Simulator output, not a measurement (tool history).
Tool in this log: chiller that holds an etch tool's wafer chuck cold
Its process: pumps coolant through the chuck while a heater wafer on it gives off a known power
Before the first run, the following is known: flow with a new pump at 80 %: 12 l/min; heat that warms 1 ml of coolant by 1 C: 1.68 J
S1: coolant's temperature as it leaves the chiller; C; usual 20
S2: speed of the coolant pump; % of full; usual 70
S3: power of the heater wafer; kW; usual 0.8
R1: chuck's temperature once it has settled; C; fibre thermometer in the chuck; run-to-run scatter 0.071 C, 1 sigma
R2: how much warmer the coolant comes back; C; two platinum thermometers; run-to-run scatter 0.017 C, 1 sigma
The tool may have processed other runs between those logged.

Run 1, hour 0: usual settings. Result: R1 27.34 C, R2 2.74 C.
Run 2, hour 159.5: usual settings but S3 0.74 kW. Result: R1 26.95 C, R2 2.54 C.
Run 3, hour 290.2: usual settings. Result: R1 27.55 C, R2 2.74 C.
Run 4, hour 421.1: usual settings. Result: R1 27.5 C, R2 2.73 C.
Run 5, hour 621.5: usual settings. Result: R1 27.3 C, R2 2.73 C.
Run 6, hour 750.2: usual settings. Result: R1 27.41 C, R2 2.73 C.
Run 7, hour 978.8: usual settings. Result: R1 27.39 C, R2 2.72 C.
Run 8, hour 1117.5: usual settings. Result: R1 27.37 C, R2 2.71 C.
Run 9, hour 1257.8: usual settings. Result: R1 27.35 C, R2 2.74 C.
Run 10, hour 1423.3: usual settings. Result: R1 27.28 C, R2 2.75 C.
Run 11, hour 1647.1: usual settings. Result: R1 27.25 C, R2 2.74 C.
Run 12, hour 1785.7: usual settings. Result: R1 27.18 C, R2 2.78 C.
Run 13, hour 1915.4: usual settings but S1 16 C, S2 80 % of full, S3 0.571 kW. Result: R1 20.71 C, R2 1.72 C.
At hour 2014.3: chiller's thermometer calibrated.
Run 14, hour 2026.8: usual settings but S1 16 C, S2 80 % of full, S3 0.571 kW. Result: R1 20.75 C, R2 1.68 C.
At hour 2109.7: coolant pump overhauled.
Run 15, hour 2151.2: usual settings but S1 12 C, S2 99 % of full, S3 0.782 kW. Result: R1 17.67 C, R2 1.85 C.
Run 16, hour 2384.5: usual settings but S1 21 C, S2 63 % of full, S3 0.761 kW. Result: R1 28.27 C, R2 2.91 C.
Run 17, hour 2539.5: usual settings but S1 11 C, S3 0.884 kW. Result: R1 18.96 C, R2 3.02 C.
Run 18, hour 2755.1: usual settings but S1 11 C, S3 0.884 kW. Result: R1 18.84 C, R2 3.05 C.
Run 19, hour 2887.4: usual settings but S1 10 C, S2 79 % of full, S3 1.059 kW. Result: R1 18.82 C, R2 3.21 C.
Run 20, hour 3119.7: usual settings but S1 19 C, S2 79 % of full, S3 0.895 kW. Result: R1 26.25 C, R2 2.67 C.
At hour 3129.6: gauge calibrated.
Run 21, hour 3325.5: usual settings but S1 14 C, S2 60 % of full, S3 0.625 kW. Result: R1 20.31 C, R2 2.49 C.

Below are 3 alternative next runs, each starting from the tool's condition after run 21. Predict each:
Run A, hour 3455.7: usual settings but S1 17 C, S2 80 % of full, S3 0.456 kW. Result: R1 ?, R2 ?.
Run B, hour 3455.7: usual settings but S2 85 % of full. Result: R1 ?, R2 ?.
Run C, hour 3455.7: usual settings but S3 0.708 kW. Result: R1 ?, R2 ?.

run     R1    R2
  A  20.85  1.38
  B  26.69  2.21
  C   26.7  2.43
Without the tool's hidden state the same runs would have given:
run     R1    R2
  A   20.9  1.38
  B  26.73  2.21
  C  26.74  2.43
